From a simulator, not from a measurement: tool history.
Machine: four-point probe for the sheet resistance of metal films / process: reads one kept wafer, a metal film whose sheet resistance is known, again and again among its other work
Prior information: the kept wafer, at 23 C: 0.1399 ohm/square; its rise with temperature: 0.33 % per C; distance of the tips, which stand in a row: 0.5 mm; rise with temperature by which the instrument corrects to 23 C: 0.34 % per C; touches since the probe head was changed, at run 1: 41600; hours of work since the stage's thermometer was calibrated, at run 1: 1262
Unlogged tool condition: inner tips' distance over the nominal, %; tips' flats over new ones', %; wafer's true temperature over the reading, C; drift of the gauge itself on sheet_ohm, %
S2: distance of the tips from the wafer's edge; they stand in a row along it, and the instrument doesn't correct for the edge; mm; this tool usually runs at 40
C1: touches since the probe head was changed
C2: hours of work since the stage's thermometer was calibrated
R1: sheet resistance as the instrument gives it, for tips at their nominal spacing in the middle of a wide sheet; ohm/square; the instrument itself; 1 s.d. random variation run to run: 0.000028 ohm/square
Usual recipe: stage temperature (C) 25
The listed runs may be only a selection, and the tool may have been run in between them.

{"run": 1, "hour": 0.0, "stage temperature (C)": 25, "S2": 40, "C1": 41600, "C2": 1262, "R1": 0.139435}
{"run": 2, "hour": 39.4, "stage temperature (C)": 25, "S2": 40, "C1": 42732, "C2": 1287, "R1": 0.139409}
{"run": 3, "hour": 83.3, "stage temperature (C)": 25, "S2": 40, "C1": 43992, "C2": 1314, "R1": 0.13943}
{"run": 4, "hour": 111.3, "stage temperature (C)": 20, "S2": 40, "C1": 44795, "C2": 1332, "R1": 0.139478}
{"run": 5, "hour": 143.4, "stage temperature (C)": 25, "S2": 40, "C1": 45716, "C2": 1352, "R1": 0.139394}
{"run": 6, "hour": 169.0, "stage temperature (C)": 25, "S2": 40, "C1": 46451, "C2": 1368, "R1": 0.139373}
{"run": 7, "hour": 204.8, "stage temperature (C)": 25, "S2": 22, "C1": 47477, "C2": 1391, "R1": 0.139384}
{"run": 8, "hour": 229.8, "stage temperature (C)": 24, "S2": 22, "C1": 48196, "C2": 1407, "R1": 0.139424}
{"run": 9, "hour": 265.7, "stage temperature (C)": 25, "S2": 13, "C1": 49226, "C2": 1429, "R1": 0.139438}
{"run": 10, "hour": 302.7, "stage temperature (C)": 27, "S2": 46, "C1": 50286, "C2": 1453, "R1": 0.139265}
{"run": 11, "hour": 327.5, "stage temperature (C)": 25, "S2": 5, "C1": 51000, "C2": 1468, "R1": 0.14008}
{"run": 12, "hour": 355.2, "stage temperature (C)": 25, "S2": 5, "C1": 51793, "C2": 1486, "R1": 0.140098}
{"run": 13, "hour": 374.9, "stage temperature (C)": 26, "S2": 30, "C1": 52359, "C2": 1498, "R1": 0.139312}
{"run": 14, "hour": 412.3, "stage temperature (C)": 25, "S2": 74, "C1": 53433, "C2": 1522, "R1": 0.139316}
{"run": 15, "hour": 452.2, "stage temperature (C)": 27, "S2": 44, "C1": 54577, "C2": 1547, "R1": 0.139296}
{"run": 16, "hour": 470.4, "stage temperature (C)": 27, "S2": 44, "C1": 55100, "C2": 1559, "R1": 0.139224}
{"run": 17, "hour": 495.8, "stage temperature (C)": 34, "S2": 42, "C1": 55827, "C2": 1575, "R1": 0.139179}

3 options for the next run, each taken on its own from the tool as it stands now. Forecast them:
{"run": "A", "hour": 533.3, "stage temperature (C)": 20, "S2": 42, "C1": 56904, "C2": 1598, "R1": "?"}
{"run": "B", "hour": 533.3, "stage temperature (C)": 30, "S2": 28, "C1": 56904, "C2": 1598, "R1": "?"}
{"run": "C", "hour": 533.3, "stage temperature (C)": 23, "S2": 4, "C1": 56904, "C2": 1598, "R1": "?"}

run=A R1=0.139345
run=B R1=0.139190
run=C R1=0.140456
What these runs would have given with no unlogged condition in the tool:
run=A R1=0.139979
run=B R1=0.139813
run=C R1=0.141091
